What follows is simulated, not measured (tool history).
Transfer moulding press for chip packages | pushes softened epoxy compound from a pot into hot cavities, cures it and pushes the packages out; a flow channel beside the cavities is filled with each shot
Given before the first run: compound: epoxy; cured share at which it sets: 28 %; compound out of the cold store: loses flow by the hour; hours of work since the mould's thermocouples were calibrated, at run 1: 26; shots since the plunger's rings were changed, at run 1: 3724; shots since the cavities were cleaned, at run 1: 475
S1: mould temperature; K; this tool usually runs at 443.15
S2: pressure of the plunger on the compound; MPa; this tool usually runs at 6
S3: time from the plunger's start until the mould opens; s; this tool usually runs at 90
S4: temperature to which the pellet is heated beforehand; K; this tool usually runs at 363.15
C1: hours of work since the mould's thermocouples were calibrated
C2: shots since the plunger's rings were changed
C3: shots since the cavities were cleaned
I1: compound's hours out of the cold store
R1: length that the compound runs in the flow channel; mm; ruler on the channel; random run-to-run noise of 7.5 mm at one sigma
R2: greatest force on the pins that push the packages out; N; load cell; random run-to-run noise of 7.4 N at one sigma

run 1 hour=0 | S1=443.15 S2=6 S3=90 S4=363.15 | C1=26 C2=3724 C3=475 | I1=38 | R1=802 R2=310
-- hour=5.2 cavities cleaned with cleaning compound and waxed
run 2 hour=7.1 | S1=444.15 S2=6 S3=90 S4=363.15 | C1=29 C2=3797 C3=25 | I1=45.7 | R1=770 R2=284
run 3 hour=16.6 | S1=443.15 S2=6 S3=90 S4=363.15 | C1=36 C2=3921 C3=149 | I1=46.3 | R1=770 R2=306
run 4 hour=27.4 | S1=443.15 S2=6 S3=90 S4=363.15 | C1=44 C2=4061 C3=289 | I1=19.1 | R1=917 R2=338
run 5 hour=35.2 | S1=443.15 S2=6 S3=90 S4=363.15 | C1=49 C2=4163 C3=391 | I1=42.2 | R1=782 R2=298
run 6 hour=40.8 | S1=443.15 S2=6 S3=90 S4=359.15 | C1=53 C2=4236 C3=464 | I1=29.3 | R1=863 R2=316
-- hour=46.7 cavities cleaned with cleaning compound and waxed
run 7 hour=50 | S1=443.15 S2=6 S3=90 S4=363.15 | C1=58 C2=4337 C3=44 | I1=24.4 | R1=879 R2=322
run 8 hour=56.6 | S1=443.15 S2=6 S3=90 S4=363.15 | C1=63 C2=4422 C3=129 | I1=11.7 | R1=962 R2=329
run 9 hour=63.7 | S1=443.15 S2=6 S3=90 S4=363.15 | C1=68 C2=4515 C3=222 | I1=29.2 | R1=852 R2=315
run 10 hour=72.9 | S1=443.15 S2=6 S3=90 S4=363.15 | C1=74 C2=4634 C3=341 | I1=34 | R1=820 R2=318
run 11 hour=80.5 | S1=443.15 S2=6 S3=90 S4=363.15 | C1=80 C2=4734 C3=441 | I1=47.7 | R1=747 R2=295
-- hour=88.2 cavities cleaned with cleaning compound and waxed
run 12 hour=90.7 | S1=447.15 S2=6.69 S3=90 S4=363.15 | C1=86 C2=4847 C3=32 | I1=28.8 | R1=881 R2=261

Predict the results of run 13:
run 13 hour=101.3 | S1=447.15 S2=6.69 S3=90 S4=363.15 | C1=93 C2=4985 C3=170 | I1=16.8 | R1=? R2=?

R1: 963 mm
R2: 259 N
Minus the tool's unlogged condition, the same run would have read R1 963 mm, R2 258 N.
